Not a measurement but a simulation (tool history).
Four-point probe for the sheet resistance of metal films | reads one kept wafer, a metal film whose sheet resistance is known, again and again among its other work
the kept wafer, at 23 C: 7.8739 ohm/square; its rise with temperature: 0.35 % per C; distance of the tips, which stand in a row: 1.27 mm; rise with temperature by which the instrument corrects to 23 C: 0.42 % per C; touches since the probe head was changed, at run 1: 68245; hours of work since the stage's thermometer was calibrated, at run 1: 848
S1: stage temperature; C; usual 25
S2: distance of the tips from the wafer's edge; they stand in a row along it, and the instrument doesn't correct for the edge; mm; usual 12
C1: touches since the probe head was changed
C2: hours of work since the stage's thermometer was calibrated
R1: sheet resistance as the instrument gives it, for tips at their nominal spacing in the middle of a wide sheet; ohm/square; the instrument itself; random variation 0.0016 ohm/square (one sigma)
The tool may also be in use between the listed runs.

run	hour	S1	S2	C1	C2	R1
1	0	25	12	68245	848	7.885027
2	59	25	30	70501	890	7.844301
3	116.4	25	30	72695	932	7.843818
4	160.8	25	30	74395	964	7.841456
5	188.4	25	30	75449	984	7.840456
6	238.6	25	30	77367	1020	7.841514
7	272.7	25	30	78674	1045	7.836723
8	323.9	35	12	80629	1081	7.827517
9	359.4	35	12	81988	1107	7.830233
10	390.3	35	12	83170	1129	7.823924
11	438.5	35	12	85012	1164	7.823742
12	489.6	35	12	86968	1201	7.822231
13	538.5	35	12	88834	1236	7.819337
14	563	25	12	89771	1254	7.869562
15	594.2	25	12	90967	1277	7.869145
16	619.4	25	12	91930	1295	7.870173
17	679.5	34	12	94226	1338	7.821492
18	725.3	34	29	95979	1371	7.784295
19	783.1	25	12	98190	1413	7.861171
20	830	30	12	99982	1447	7.838985
21	864.5	30	12	101302	1472	7.837375
22	911.7	25	12	103105	1506	7.863115
23	950.2	21	41	104577	1534	7.838146
24	998.4	34	13	106420	1569	7.810129
25	1023.3	22	24	107374	1587	7.836808
# hour 1029.3: stage's thermometer calibrated
26	1059.6	18	74	108743	22	7.845245
27	1085.5	18	74	109733	41	7.844725
28	1141.2	34	74	111862	81	7.764033
29	1187.2	34	74	113622	114	7.762624
# hour 1206.2: stage's thermometer calibrated, once more
30	1234.5	33	5	115412	20	8.037688
31	1275.4	25	5	116976	50	8.0777
32	1301.8	25	5	117985	69	8.077751
33	1350	29	9	119828	104	7.878342
34	1377.2	34	4	120867	123	8.167173
35	1408.8	19	68	122076	146	7.84477
36	1448.8	19	68	123604	175	7.84208
37	1480.6	29	30	124822	198	7.796278
38	1514.3	29	30	126109	222	7.79498
39	1564.5	29	48	128028	259	7.793843
40	1614.1	29	48	129925	295	7.791379
41	1646.7	31	43	131171	318	7.780726
42	1680.6	29	12	132468	343	7.833448
43	1740.7	29	12	134766	386	7.830502
44	1767.2	29	12	135780	405	7.829922

Forecast each of these 5 alternatives for the next run:
A	1824.7	25	14	137976	447	?
B	1824.7	21	17	137976	447	?
C	1824.7	18	17	137976	447	?
D	1824.7	25	58	137976	447	?
E	1824.7	23	8	137976	447	?

run	R1
A	7.836457
B	7.843649
C	7.862378
D	7.805555
E	7.917646
Without the tool's hidden state the same runs would have given:
run	R1
A	7.898819
B	7.906141
C	7.92507
D	7.867689
E	7.980646
